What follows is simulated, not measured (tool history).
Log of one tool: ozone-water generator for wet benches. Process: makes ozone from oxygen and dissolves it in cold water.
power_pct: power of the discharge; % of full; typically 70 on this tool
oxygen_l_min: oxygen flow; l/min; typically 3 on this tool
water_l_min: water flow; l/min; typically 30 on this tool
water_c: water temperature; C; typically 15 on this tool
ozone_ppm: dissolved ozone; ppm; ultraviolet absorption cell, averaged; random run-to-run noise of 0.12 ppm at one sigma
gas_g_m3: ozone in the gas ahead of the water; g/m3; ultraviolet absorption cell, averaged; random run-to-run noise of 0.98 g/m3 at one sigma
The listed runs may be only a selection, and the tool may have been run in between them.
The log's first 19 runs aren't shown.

run    hour  power_pct  oxygen_l_min  water_l_min  water_c  ozone_ppm  gas_g_m3
 20  1755.1         70             3           30        8       10.1     150.2
 21  1884.5         70             3           30        8        9.9     148.9
 22  2007.9         46             3           30       22        6.8     111.3
 23    2064         70          4.99           30       21       10.3     119.5
 24  2122.8         67             3           38       15        7.4     144.3
 25  2236.7         67          2.45           38       15        6.9       156
 26  2338.6         80          3.23           38       15        8.5     157.3
 27  2443.6         80          3.23           38       15        8.4     156.9
 28  2525.5         80          3.23           38       15        8.2       155
 29  2584.5         80          3.23           38       15        8.4     156.9
 30  2656.7         70          1.73           30       15        7.3     184.7
 31  2774.3         70          1.73           30       15        7.3     182.1
 32  2858.2         70          1.73           30       15        7.3     182.8
 33  2933.5         46          3.44           41       13        5.5     103.1
 34  3013.6         43          3.76           33       22        6.2      94.8

Below are 3 alternative next runs, each starting from the tool's condition after run 34. Predict each:
  A  3104.3         69           1.7           33       14          ?         ?
  B  3104.3         42             3           30       13          ?         ?
  C  3104.3         45          4.15           30       14          ?         ?

run  ozone_ppm  gas_g_m3
  A        6.5     180.4
  B        6.7     102.7
  C        7.8      93.4
Stripped of hidden state, with their random variation kept, the same runs would have yielded:
run  ozone_ppm  gas_g_m3
  A        7.8     211.3
  B        7.5     113.5
  C        8.8     104.1
